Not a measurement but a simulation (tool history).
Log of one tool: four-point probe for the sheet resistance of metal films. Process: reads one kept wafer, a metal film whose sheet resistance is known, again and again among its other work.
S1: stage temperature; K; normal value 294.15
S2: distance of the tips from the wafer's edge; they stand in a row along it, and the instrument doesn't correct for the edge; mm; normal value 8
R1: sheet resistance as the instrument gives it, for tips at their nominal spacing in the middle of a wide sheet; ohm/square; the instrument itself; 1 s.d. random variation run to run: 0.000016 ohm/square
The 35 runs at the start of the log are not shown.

run	hour	S1	S2	R1
36	389.3	306.15	5	0.07966
37	399.1	304.15	5	0.079765
38	406.3	304.15	5	0.079791
39	418.9	293.15	73	0.077913
40	428.3	303.15	73	0.077286
41	441.8	303.15	73	0.077269
42	454.7	294.15	3	0.084624
43	465.9	303.15	15	0.077527
44	480.6	294.15	11	0.078395
45	491.4	294.15	11	0.078385

Branching from run 45: 3 alternative next runs. What would each branch give?
A	506.3	291.15	26	?
B	506.3	303.15	7	?
C	506.3	304.15	8	?

run	R1
A	0.078117
B	0.078588
C	0.078224
With the hidden condition removed and each run's random variation left untouched, the same runs would have given:
run	R1
A	0.078115
B	0.078586
C	0.078222
